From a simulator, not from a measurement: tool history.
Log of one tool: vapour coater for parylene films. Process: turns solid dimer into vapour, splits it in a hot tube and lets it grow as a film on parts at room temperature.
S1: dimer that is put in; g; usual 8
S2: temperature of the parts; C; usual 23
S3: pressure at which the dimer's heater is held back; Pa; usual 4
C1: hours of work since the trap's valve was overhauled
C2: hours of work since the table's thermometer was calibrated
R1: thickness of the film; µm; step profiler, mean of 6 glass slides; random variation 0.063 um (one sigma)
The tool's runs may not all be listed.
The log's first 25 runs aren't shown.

Run 26, hour 1312.3: usual settings; C1 158; C2 238. Result: R1 6.58 µm.
Run 27, hour 1339.9: usual settings but S1 5 g, S3 3.35 Pa; C1 176; C2 256. Result: R1 4.2 µm.
Run 28, hour 1367.1: usual settings but S1 11 g, S2 34 C, S3 3.35 Pa; C1 194; C2 274. Result: R1 5.7 µm.
At hour 1414.8: trap's valve overhauled.
Run 29, hour 1423.7: usual settings but S1 11 g, S2 18 C, S3 4.95 Pa; C1 6; C2 309. Result: R1 12.31 µm.
Run 30, hour 1453.7: usual settings but S1 3 g, S2 19 C, S3 9.3 Pa; C1 26; C2 329. Result: R1 2.91 µm.
Run 31, hour 1482.6: usual settings but S2 31 C, S3 2.18 Pa; C1 45; C2 349. Result: R1 5.46 µm.
Run 32, hour 1529: usual settings but S2 31 C, S3 2.18 Pa; C1 76; C2 380. Result: R1 5.34 µm.
Run 33, hour 1560: usual settings but S1 4 g, S2 21 C, S3 3.23 Pa; C1 97; C2 400. Result: R1 3.8 µm.
Run 34, hour 1627.3: usual settings but S2 27 C; C1 142; C2 445. Result: R1 5.65 µm.
Run 35, hour 1662.1: usual settings but S1 9 g, S2 17 C, S3 10.95 Pa; C1 165; C2 468. Result: R1 8.33 µm.
Run 36, hour 1693.5: usual settings but S2 29 C, S3 3.69 Pa; C1 186; C2 489. Result: R1 5.06 µm.
Run 37, hour 1745.6: usual settings but S1 13 g, S3 7.74 Pa; C1 221; C2 524. Result: R1 9.52 µm.
At hour 1753.6: trap's valve overhauled.
Run 38, hour 1812.3: usual settings but S1 13 g, S3 6.2 Pa; C1 39; C2 566. Result: R1 10.93 µm.
Run 39, hour 1845.6: usual settings but S1 13 g, S3 6.2 Pa; C1 61; C2 588. Result: R1 11.03 µm.
Run 40, hour 1910.4: usual settings but S1 6 g, S2 18 C; C1 105; C2 631. Result: R1 6.17 µm.
Run 41, hour 1945.8: usual settings but S2 16 C, S3 5.12 Pa; C1 128; C2 655. Result: R1 8.05 µm.
Run 42, hour 1986.6: usual settings but S2 20 C, S3 2.7 Pa; C1 155; C2 682. Result: R1 7.83 µm.
Run 43, hour 2051.8: usual settings but S2 20 C, S3 2.7 Pa; C1 199; C2 726. Result: R1 7.56 µm.
At hour 2096.3: trap's valve overhauled.
Run 44, hour 2109.5: usual settings but S2 27 C; C1 9; C2 761. Result: R1 6.15 µm.
Run 45, hour 2145.9: usual settings but S1 4 g, S2 16 C, S3 2.37 Pa; C1 33; C2 786. Result: R1 4.3 µm.
Run 46, hour 2178.5: usual settings but S3 5.93 Pa; C1 55; C2 807. Result: R1 6.74 µm.
Run 47, hour 2224.3: usual settings but S3 3.2 Pa; C1 85; C2 838. Result: R1 7.09 µm.

Forecast each of these 4 alternatives for the next run:
Run A, hour 2257.9: usual settings but S1 6 g, S2 33 C, S3 3.07 Pa; C1 108; C2 860. Result: R1 ?.
Run B, hour 2257.9: usual settings but S1 10 g, S2 34 C, S3 5.57 Pa; C1 108; C2 860. Result: R1 ?.
Run C, hour 2257.9: usual settings but S3 8.81 Pa; C1 108; C2 860. Result: R1 ?.
Run D, hour 2257.9: usual settings but S1 11 g, S2 26 C, S3 11.14 Pa; C1 108; C2 860. Result: R1 ?.

run    R1
  A  3.43
  B   5.2
  C  6.11
  D  7.26
Without the tool's hidden state the same runs would have given:
run    R1
  A  3.79
  B  5.74
  C  6.75
  D  8.01
